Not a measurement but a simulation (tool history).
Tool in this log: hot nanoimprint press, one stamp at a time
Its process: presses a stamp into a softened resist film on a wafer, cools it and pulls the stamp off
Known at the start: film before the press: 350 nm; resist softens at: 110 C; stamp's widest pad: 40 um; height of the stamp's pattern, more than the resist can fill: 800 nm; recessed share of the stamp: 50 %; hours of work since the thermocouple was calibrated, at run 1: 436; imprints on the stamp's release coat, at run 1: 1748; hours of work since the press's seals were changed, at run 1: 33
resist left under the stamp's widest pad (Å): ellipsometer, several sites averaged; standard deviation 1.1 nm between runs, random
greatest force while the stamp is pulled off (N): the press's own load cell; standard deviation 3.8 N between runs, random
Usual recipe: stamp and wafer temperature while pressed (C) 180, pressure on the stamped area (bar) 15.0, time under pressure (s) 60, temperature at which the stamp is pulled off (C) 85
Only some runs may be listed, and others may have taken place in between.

| run | hour | stamp and wafer temperature while pressed (C) | pressure on the stamped area (bar) | time under pressure (s) | temperature at which the stamp is pulled off (C) | hours of work since the thermocouple was calibrated | imprints on the stamp's release coat | hours of work since the press's seals were changed | resist left under the stamp's widest pad (Å) | greatest force while the stamp is pulled off (N) |
|---|---|---|---|---|---|---|---|---|---|---|
| 1 | 0.0 | 180 | 15.0 | 60 | 85 | 436 | 1748 | 33 | 2082 | 305 |
| 2 | 7.3 | 173 | 15.0 | 60 | 85 | 440 | 1768 | 38 | 2745 | 316 |
| 3 | 15.5 | 180 | 15.0 | 60 | 85 | 445 | 1790 | 43 | 2081 | 325 |
| 4 | 21.7 | 180 | 15.0 | 60 | 85 | 449 | 1806 | 46 | 2086 | 321 |
| 5 | 27.7 | 190 | 15.0 | 60 | 85 | 453 | 1823 | 50 | 1227 | 338 |
| 6 | 33.3 | 180 | 15.0 | 60 | 85 | 456 | 1838 | 54 | 2109 | 333 |
| 7 | 38.0 | 180 | 15.0 | 60 | 72 | 459 | 1850 | 56 | 2094 | 354 |
| 8 | 46.9 | 180 | 15.0 | 74 | 85 | 465 | 1874 | 62 | 1983 | 326 |
| 9 | 53.8 | 180 | 15.0 | 74 | 85 | 469 | 1893 | 66 | 1953 | 340 |
| 10 | 60.2 | 180 | 13.4 | 74 | 85 | 473 | 1910 | 70 | 2049 | 341 |
| 11 | 65.9 | 180 | 15.0 | 60 | 85 | 476 | 1926 | 74 | 2107 | 325 |
| 12 | 71.3 | 180 | 15.0 | 60 | 85 | 480 | 1940 | 77 | 2118 | 343 |
| 13 | 80.1 | 180 | 15.0 | 60 | 85 | 485 | 1964 | 83 | 2097 | 340 |
|  | 85.5 | plate thermocouple calibrated |
| 14 | 89.5 | 180 | 15.0 | 60 | 85 | 2 | 1981 | 87 | 1868 | 320 |
| 15 | 94.7 | 180 | 15.0 | 60 | 85 | 6 | 1995 | 90 | 1861 | 337 |
| 16 | 102.3 | 175 | 15.0 | 34 | 85 | 10 | 2016 | 95 | 2713 | 333 |
| 17 | 109.2 | 185 | 15.0 | 86 | 93 | 15 | 2034 | 99 | 1232 | 323 |
| 18 | 117.3 | 184 | 15.0 | 49 | 85 | 20 | 2056 | 104 | 1646 | 332 |
| 19 | 125.2 | 188 | 15.0 | 60 | 86 | 25 | 2077 | 109 | 1225 | 344 |
| 20 | 132.5 | 190 | 13.1 | 60 | 89 | 29 | 2097 | 113 | 1166 | 342 |
| 21 | 137.1 | 190 | 13.1 | 60 | 89 | 32 | 2109 | 116 | 1174 | 329 |
| 22 | 143.3 | 169 | 15.0 | 60 | 73 | 36 | 2126 | 120 | 2928 | 393 |
| 23 | 147.8 | 169 | 15.0 | 72 | 71 | 39 | 2138 | 123 | 2811 | 386 |
| 24 | 155.1 | 177 | 18.2 | 31 | 81 | 43 | 2158 | 127 | 2487 | 368 |
| 25 | 160.2 | 177 | 18.2 | 31 | 81 | 46 | 2172 | 130 | 2473 | 332 |
| 26 | 167.1 | 177 | 18.2 | 31 | 81 | 51 | 2190 | 135 | 2513 | 367 |
| 27 | 175.9 | 188 | 10.8 | 31 | 73 | 56 | 2214 | 140 | 1842 | 381 |
| 28 | 185.1 | 188 | 10.8 | 31 | 73 | 62 | 2239 | 146 | 1843 | 377 |
| 29 | 191.0 | 173 | 10.8 | 47 | 82 | 65 | 2255 | 149 | 2914 | 360 |

Branching from run 29: 5 alternative next runs. What would each branch give?
|  | 199.0 | stamp cleaned and given a new release coat |
| A | 201.5 | 180 | 15.0 | 87 | 74 | 68 | 7 | 152 | ? | ? |
|  | 199.0 | stamp cleaned and given a new release coat |
| B | 201.5 | 173 | 10.8 | 47 | 92 | 68 | 7 | 152 | ? | ? |
|  | 199.0 | stamp cleaned and given a new release coat |
| C | 201.5 | 180 | 21.9 | 60 | 85 | 68 | 7 | 152 | ? | ? |
|  | 199.0 | stamp cleaned and given a new release coat |
| D | 201.5 | 180 | 15.0 | 60 | 78 | 68 | 7 | 152 | ? | ? |
|  | 199.0 | stamp cleaned and given a new release coat |
| E | 201.5 | 173 | 10.8 | 32 | 87 | 68 | 7 | 152 | ? | ? |

| run | resist left under the stamp's widest pad (Å) | greatest force while the stamp is pulled off (N) |
|---|---|---|
| A | 1653 | 208 |
| B | 2922 | 176 |
| C | 1650 | 184 |
| D | 1915 | 203 |
| E | 3077 | 180 |
Without the tool's hidden state the same runs would have given:
| run | resist left under the stamp's widest pad (Å) | greatest force while the stamp is pulled off (N) |
|---|---|---|
| A | 1614 | 207 |
| B | 2892 | 175 |
| C | 1609 | 183 |
| D | 1874 | 202 |
| E | 3053 | 179 |
